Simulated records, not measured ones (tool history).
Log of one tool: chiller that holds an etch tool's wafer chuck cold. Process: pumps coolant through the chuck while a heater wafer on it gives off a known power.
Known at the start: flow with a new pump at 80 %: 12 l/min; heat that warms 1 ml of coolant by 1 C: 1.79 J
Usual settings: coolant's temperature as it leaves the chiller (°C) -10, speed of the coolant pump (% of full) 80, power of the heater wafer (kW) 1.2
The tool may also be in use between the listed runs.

| run | hour | coolant's temperature as it leaves the chiller (°C) | speed of the coolant pump (% of full) | power of the heater wafer (kW) | chuck's temperature once it has settled (°C) | how much warmer the coolant comes back (C) |
|---|---|---|---|---|---|---|
| 1 | 0 | -10 | 80 | 1.2 | 5.4 | 3.49 |
| 2 | 29.7 | -10 | 80 | 1.2 | 5.5 | 3.48 |
| 3 | 68.9 | -10 | 80 | 1.2 | 5.6 | 3.49 |
| 4 | 122.8 | -10 | 80 | 0.729 | -0.6 | 2.09 |
| 5 | 170.7 | -10 | 80 | 1.2 | 5.5 | 3.46 |
| 6 | 198.7 | -10 | 80 | 1.2 | 5.6 | 3.47 |
| 7 | 247.1 | -11 | 80 | 1.2 | 4.7 | 3.52 |
| 8 | 298.8 | -11 | 80 | 1.2 | 4.8 | 3.45 |
| 9 | 343.3 | -11 | 80 | 0.709 | -1.7 | 2.07 |
| 10 | 374.9 | -11 | 80 | 0.709 | -1.8 | 2.08 |
| 11 | 422.8 | -10 | 80 | 1.2 | 5.7 | 3.52 |
| 12 | 485.9 | -10 | 80 | 1.2 | 5.7 | 3.52 |
| 13 | 524.5 | -10 | 80 | 1.2 | 5.8 | 3.49 |
| 14 | 556 | -10 | 80 | 1.2 | 5.8 | 3.46 |
| 15 | 598.8 | -10 | 80 | 1.2 | 5.9 | 3.46 |
| 16 | 653.5 | -10 | 80 | 1.2 | 5.8 | 3.5 |
| 17 | 690.7 | -10 | 80 | 1.2 | 5.8 | 3.48 |
|  | 713 | coolant changed, channels flushed |
| 18 | 744.6 | -6 | 80 | 1.2 | 7.4 | 3.51 |
| 19 | 772.3 | -13 | 80 | 0.649 | -5.6 | 1.93 |
| 20 | 815 | -13 | 80 | 0.649 | -5.8 | 1.93 |
| 21 | 850.8 | -8 | 80 | 0.864 | 1.8 | 2.52 |
| 22 | 900.8 | -8 | 70 | 0.864 | 2.6 | 2.92 |
| 23 | 956.4 | -8 | 70 | 0.864 | 2.9 | 2.93 |
| 24 | 997.1 | -8 | 70 | 0.864 | 2.8 | 2.95 |

The next listed run, before its measurement:
| 25 | 1044 | -8 | 70 | 0.864 | ? | ? |

chuck's temperature once it has settled (°C): 2.8
how much warmer the coolant comes back (C): 2.95
Without the tool's hidden state the same run would have given chuck's temperature once it has settled (°C) 2.4, how much warmer the coolant comes back (C) 2.8.
